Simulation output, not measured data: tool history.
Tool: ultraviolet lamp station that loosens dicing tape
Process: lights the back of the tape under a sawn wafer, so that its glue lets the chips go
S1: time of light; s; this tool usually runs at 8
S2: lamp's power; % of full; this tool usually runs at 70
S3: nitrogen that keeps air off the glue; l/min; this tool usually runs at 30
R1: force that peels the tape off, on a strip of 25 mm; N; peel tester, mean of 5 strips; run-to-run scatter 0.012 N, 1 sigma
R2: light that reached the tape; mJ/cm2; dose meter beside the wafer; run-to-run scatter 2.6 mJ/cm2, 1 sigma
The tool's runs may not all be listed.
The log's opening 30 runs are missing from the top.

-- day=68.746 window cleaned of glue's vapour
run 31 day=69.5 | S1=8 S2=61 S3=30 | R1=0.765 R2=303
run 32 day=71.492 | S1=13 S2=72 S3=48 | R1=0.133 R2=584
run 33 day=74.683 | S1=7 S2=88 S3=44 | R1=0.323 R2=385
run 34 day=77.038 | S1=5 S2=88 S3=57 | R1=0.568 R2=272
run 35 day=80.308 | S1=13 S2=88 S3=29 | R1=0.131 R2=708
run 36 day=83.212 | S1=10 S2=76 S3=28 | R1=0.275 R2=471
run 37 day=85.062 | S1=10 S2=76 S3=28 | R1=0.292 R2=465
run 38 day=86.804 | S1=10 S2=76 S3=28 | R1=0.288 R2=470
run 39 day=88.454 | S1=6 S2=76 S3=58 | R1=0.515 R2=285
run 40 day=91.542 | S1=6 S2=76 S3=58 | R1=0.514 R2=285

Forecast each of these 5 alternatives for the next run:
run A day=94.342 | S1=7 S2=79 S3=26 | R1=? R2=?
run B day=94.342 | S1=4 S2=76 S3=58 | R1=? R2=?
run C day=94.342 | S1=8 S2=70 S3=10 | R1=? R2=?
run D day=94.342 | S1=6 S2=76 S3=15 | R1=? R2=?
run E day=94.342 | S1=11 S2=70 S3=12 | R1=? R2=?

run=A R1=0.686 R2=344
run=B R1=1.22 R2=189
run=C R1=1.452 R2=346
run=D R1=1.438 R2=286
run=E R1=0.665 R2=472
Had the tool no hidden state, the same runs would have come out as:
run=A R1=0.681 R2=345
run=B R1=1.213 R2=189
run=C R1=1.445 R2=347
run=D R1=1.431 R2=286
run=E R1=0.661 R2=473

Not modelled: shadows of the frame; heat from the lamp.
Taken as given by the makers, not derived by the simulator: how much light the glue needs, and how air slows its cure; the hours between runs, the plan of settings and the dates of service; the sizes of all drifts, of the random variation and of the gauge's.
